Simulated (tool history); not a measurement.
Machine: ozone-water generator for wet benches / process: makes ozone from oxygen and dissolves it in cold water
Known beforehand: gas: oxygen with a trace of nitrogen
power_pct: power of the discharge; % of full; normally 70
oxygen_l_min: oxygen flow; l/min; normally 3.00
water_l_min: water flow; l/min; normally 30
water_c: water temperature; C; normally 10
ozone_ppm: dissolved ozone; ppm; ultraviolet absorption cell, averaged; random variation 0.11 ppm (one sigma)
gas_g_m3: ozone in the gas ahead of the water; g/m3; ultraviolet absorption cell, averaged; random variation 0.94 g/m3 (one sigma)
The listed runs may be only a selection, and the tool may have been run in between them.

| run | day | power_pct | oxygen_l_min | water_l_min | water_c | ozone_ppm | gas_g_m3 |
|---|---|---|---|---|---|---|---|
| 1 | 0.000 | 70 | 3.00 | 30 | 10 | 9.1 | 153.8 |
| 2 | 1.642 | 70 | 3.00 | 30 | 5 | 9.5 | 152.5 |
| 3 | 4.438 | 70 | 3.00 | 30 | 12 | 9.1 | 153.1 |
| 4 | 6.846 | 70 | 3.00 | 30 | 10 | 9.3 | 152.9 |
| 5 | 9.704 | 70 | 3.00 | 30 | 10 | 9.3 | 153.2 |
| 6 | 11.150 | 70 | 3.00 | 34 | 10 | 8.1 | 152.8 |
| 7 | 14.162 | 70 | 3.00 | 34 | 10 | 8.0 | 152.2 |
| 8 | 15.900 | 70 | 2.42 | 34 | 10 | 7.7 | 175.1 |
|  | 17.446 | water thermometer calibrated |
| 9 | 17.900 | 70 | 3.00 | 20 | 10 | 13.4 | 154.2 |
| 10 | 19.750 | 47 | 3.00 | 20 | 10 | 10.3 | 117.0 |
| 11 | 21.738 | 47 | 3.00 | 20 | 10 | 10.4 | 118.2 |
| 12 | 25.004 | 47 | 3.00 | 20 | 10 | 10.4 | 117.9 |
| 13 | 26.812 | 47 | 3.00 | 20 | 10 | 10.1 | 118.2 |
| 14 | 29.129 | 47 | 3.00 | 20 | 10 | 10.2 | 117.7 |
| 15 | 30.533 | 47 | 4.64 | 20 | 10 | 10.3 | 89.2 |
| 16 | 31.983 | 70 | 3.00 | 30 | 10 | 9.0 | 150.2 |
| 17 | 33.938 | 70 | 3.00 | 30 | 10 | 9.1 | 153.6 |
| 18 | 36.008 | 53 | 3.00 | 30 | 13 | 7.5 | 126.4 |
| 19 | 39.258 | 70 | 2.31 | 30 | 8 | 8.7 | 178.8 |
| 20 | 40.850 | 94 | 5.27 | 29 | 6 | 12.4 | 125.8 |
| 21 | 43.017 | 44 | 2.42 | 29 | 6 | 6.7 | 128.3 |
| 22 | 45.838 | 52 | 3.00 | 30 | 5 | 7.6 | 125.9 |
| 23 | 47.412 | 52 | 3.00 | 30 | 5 | 7.7 | 125.4 |
| 24 | 50.638 | 52 | 3.00 | 30 | 5 | 7.6 | 124.9 |
| 25 | 53.308 | 70 | 3.00 | 36 | 16 | 7.2 | 150.4 |
| 26 | 55.246 | 70 | 3.00 | 36 | 16 | 7.4 | 148.7 |
| 27 | 57.767 | 70 | 3.00 | 21 | 10 | 12.5 | 151.1 |
| 28 | 59.575 | 70 | 5.27 | 21 | 10 | 12.8 | 105.2 |
| 29 | 62.050 | 55 | 2.59 | 27 | 10 | 8.3 | 140.4 |
| 30 | 64.621 | 55 | 2.59 | 27 | 10 | 8.1 | 140.4 |
| 31 | 67.371 | 84 | 2.38 | 41 | 5 | 7.2 | 193.8 |
| 32 | 69.588 | 84 | 2.38 | 41 | 5 | 6.9 | 195.1 |
| 33 | 71.221 | 84 | 2.38 | 41 | 5 | 7.1 | 194.6 |

Forecast each of these 3 alternatives for the next run:
| A | 73.158 | 84 | 1.76 | 41 | 9 | ? | ? |
| B | 73.158 | 95 | 2.38 | 41 | 9 | ? | ? |
| C | 73.158 | 74 | 1.90 | 41 | 5 | ? | ? |

| run | ozone_ppm | gas_g_m3 |
|---|---|---|
| A | 6.3 | 234.1 |
| B | 7.5 | 209.6 |
| C | 6.2 | 204.9 |
Stripped of hidden state, with their random variation kept, the same runs would have yielded:
| run | ozone_ppm | gas_g_m3 |
|---|---|---|
| A | 7.3 | 253.6 |
| B | 8.7 | 228.4 |
| C | 7.1 | 220.7 |
